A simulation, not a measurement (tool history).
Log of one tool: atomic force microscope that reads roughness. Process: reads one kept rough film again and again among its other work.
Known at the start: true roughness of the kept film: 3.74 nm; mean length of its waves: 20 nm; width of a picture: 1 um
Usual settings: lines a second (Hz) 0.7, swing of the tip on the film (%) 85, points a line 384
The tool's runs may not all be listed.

run,hour,lines a second (Hz),swing of the tip on the film (%),points a line,roughness of the kept film (nm (root mean square))
1,0,0.7,85,384,2.246
2,45.6,0.7,85,384,2.06
3,68.9,0.7,85,384,1.942
# hour 71.8: new tip fitted
4,95.6,0.7,85,308,2.571
5,139.6,0.7,85,1005,2.389
6,183.8,0.7,85,384,2.092
7,214.3,0.7,85,384,1.985
# hour 225.7: new tip fitted
8,245.6,0.7,85,384,2.631
9,276,0.894,85,384,2.39
10,313.4,0.894,85,384,2.19
11,333.6,0.894,85,384,2.075
12,375,0.894,85,384,1.902
# hour 379: new tip fitted
13,415.4,0.894,85,384,2.474
14,439.6,0.821,85,384,2.352
15,458.1,0.821,85,384,2.246
16,494.9,2.683,85,384,1.689
# hour 533.7: new tip fitted
17,536.9,0.7,85,342,2.763
18,581.7,0.7,85,342,2.473
19,622.7,0.7,85,766,2.244
20,665.8,0.7,85,766,2.051
# hour 688.8: new tip fitted
21,699.3,0.7,85,766,2.716
22,742,0.7,85,766,2.483
23,781,0.7,85,766,2.258
24,803.9,0.669,85,638,2.163
25,826.8,0.757,76,384,2.059
# hour 844.4: new tip fitted
26,871.3,0.56,76,332,2.681
27,911.7,0.56,76,332,2.41
28,947.6,0.97,63,359,2.256
29,973.5,1.597,85,758,1.855
# hour 999.6: new tip fitted
30,1010.2,3.875,85,384,1.938
# hour 1015.1: height scale calibrated on a step standard
31,1048.2,3.875,85,384,1.746
32,1083.7,1.52,57,344,2.293
33,1124.1,1.52,57,344,2.097
# hour 1134.8: height scale calibrated on a step standard, once more
34,1147.3,0.792,60,469,2.125
# hour 1157.1: new tip fitted
35,1186.5,0.792,60,469,2.788
36,1223,1.318,89,273,2.092
37,1260.4,1.661,85,384,1.958
38,1292.4,2.189,69,288,1.951
# hour 1313.3: new tip fitted
39,1335,0.74,85,384,2.636
40,1357.4,2.005,81,384,2.224
41,1384,2.005,81,384,2.089
42,1428.5,2.032,86,979,1.82
# hour 1468.5: new tip fitted
43,1471.9,0.68,85,671,2.834
44,1510.1,0.815,85,933,2.53
45,1532.2,0.815,85,933,2.373

Forecast each of these 5 alternatives for the next run:
A,1559.3,0.549,85,933,?
B,1559.3,0.815,56,933,?
C,1559.3,2.503,85,384,?
D,1559.3,0.7,60,691,?
E,1559.3,0.7,81,271,?

run,roughness of the kept film (nm (root mean square))
A,2.295
B,2.439
C,1.84
D,2.378
E,2.222
Without the tool's hidden state the same runs would have given:
run,roughness of the kept film (nm (root mean square))
A,2.928
B,3.108
C,2.346
D,3.033
E,2.83
